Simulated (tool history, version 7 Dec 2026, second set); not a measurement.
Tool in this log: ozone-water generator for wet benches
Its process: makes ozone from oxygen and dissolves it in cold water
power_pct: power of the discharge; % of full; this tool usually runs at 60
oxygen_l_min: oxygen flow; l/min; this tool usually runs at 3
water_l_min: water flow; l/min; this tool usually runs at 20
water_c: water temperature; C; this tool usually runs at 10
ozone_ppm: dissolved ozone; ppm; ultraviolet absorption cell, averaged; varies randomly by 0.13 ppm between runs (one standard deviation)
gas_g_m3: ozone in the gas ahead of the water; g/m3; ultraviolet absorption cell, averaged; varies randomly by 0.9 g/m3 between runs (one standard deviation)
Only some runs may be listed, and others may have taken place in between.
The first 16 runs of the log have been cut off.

run    hour  power_pct  oxygen_l_min  water_l_min  water_c  hours of work since the electrodes were changed  hours of work since the contactor was cleaned  hours of work since the thermometer was calibrated  ozone_ppm  gas_g_m3
 17     614         88           1.6           20        9                                             1419                                            752                                                1517       14.2     243.7
 18   654.8         60             3           12       14                                             1446                                            778                                                1543       19.3     143.4
 19   686.9         50          4.02           23       14                                             1466                                            799                                                1563       11.3     111.8
 20   710.1         67             3           17       10                                             1481                                            814                                                1578       16.9     156.3
 21   760.4         72          2.75           24        8                                             1513                                            846                                                1610         13     171.8
 22   814.6         72          2.57           24        8                                             1548                                            881                                                1645       12.6     176.6
 23   857.8         55             3           20        6                                             1576                                            908                                                1673       12.9     133.1
 24   913.4         55             3           20        6                                             1611                                            944                                                1708       13.1     135.6
 25   968.8         60             3           20       11                                             1647                                            979                                                1744       13.3     144.9
 26  1024.6         60             3           20       11                                             1682                                           1015                                                1779       13.2     144.1
 27  1075.5         49          1.67           22        8                                             1715                                           1048                                                1812        8.2     153.8
 28  1126.6         50          1.67           19        8                                             1748                                           1080                                                1845        9.6       156
 29  1182.2         60             3           20       11                                             1783                                           1116                                                1880       13.2     144.1
 30  1227.7         60             3           20       11                                             1812                                           1145                                                1909       13.2     143.9
 31  1262.5         60             3           20       11                                             1835                                           1168                                                1932       13.1     141.5
 32  1309.4         60          2.11           20       10                                             1865                                           1198                                                1962       11.5     163.1

Here are 3 independent what-if runs from the current tool condition. What would each one return?
  A  1360         53           4.4           20        5                                             1897                                           1230                                                1994          ?         ?
  B  1360         60          3.02           22        7                                             1897                                           1230                                                1994          ?         ?
  C  1360         60          4.23           25       10                                             1897                                           1230                                                1994          ?         ?

run  ozone_ppm  gas_g_m3
  A       14.2     112.1
  B       12.5     143.6
  C       12.4     125.6
With the hidden condition removed and each run's random variation left untouched, the same runs would have given:
run  ozone_ppm  gas_g_m3
  A       15.2     117.5
  B       13.4     151.4
  C       13.3     132.5
